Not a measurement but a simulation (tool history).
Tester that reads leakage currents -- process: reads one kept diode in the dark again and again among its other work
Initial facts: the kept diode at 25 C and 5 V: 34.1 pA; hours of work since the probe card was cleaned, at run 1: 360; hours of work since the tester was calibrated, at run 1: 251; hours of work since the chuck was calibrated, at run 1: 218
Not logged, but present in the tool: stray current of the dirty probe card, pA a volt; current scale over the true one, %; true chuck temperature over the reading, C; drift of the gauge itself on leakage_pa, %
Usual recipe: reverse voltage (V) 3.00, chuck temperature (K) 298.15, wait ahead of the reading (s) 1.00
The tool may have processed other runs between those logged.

run	hour	reverse voltage (V)	chuck temperature (K)	wait ahead of the reading (s)	hours of work since the probe card was cleaned	hours of work since the tester was calibrated	hours of work since the chuck was calibrated	current that the tester gives (pA)
1	0.0	3.00	298.15	1.00	360	251	218	27.98
2	30.7	3.00	298.15	1.00	382	273	239	28.14
3	48.4	3.00	298.15	1.00	395	285	252	27.95
4	74.9	3.00	298.15	1.00	413	304	271	28.11
5	104.4	3.00	310.15	1.00	434	324	291	74.19
6	134.1	3.00	296.15	1.00	455	345	312	23.80
7	153.6	3.00	298.15	1.00	469	359	326	28.25
8	174.5	3.00	298.15	1.00	483	374	341	28.11
9	201.0	1.19	319.15	1.23	502	393	359	95.97
10	235.0	1.23	329.15	1.29	526	417	383	205.11
11	261.5	14.74	304.15	1.00	545	435	402	102.44
12	285.7	6.10	304.15	0.34	562	452	419	68.13
13	315.2	6.10	304.15	0.34	583	473	440	67.95
14	348.1	3.14	332.15	1.00	606	496	463	390.64

5 options for the next run, each taken on its own from the tool as it stands now. Forecast them:
A	385.7	3.14	295.15	0.75	632	523	490	?
B	385.7	3.00	298.15	0.63	632	523	490	?
C	385.7	3.14	312.15	1.04	632	523	490	?
D	385.7	1.42	298.15	1.00	632	523	490	?
E	385.7	1.20	332.15	0.66	632	523	490	?

run	current that the tester gives (pA)
A	22.91
B	28.72
C	88.10
D	19.35
E	247.72
What these runs would have given with no unlogged condition in the tool:
run	current that the tester gives (pA)
A	21.94
B	27.99
C	88.94
D	19.19
E	253.36

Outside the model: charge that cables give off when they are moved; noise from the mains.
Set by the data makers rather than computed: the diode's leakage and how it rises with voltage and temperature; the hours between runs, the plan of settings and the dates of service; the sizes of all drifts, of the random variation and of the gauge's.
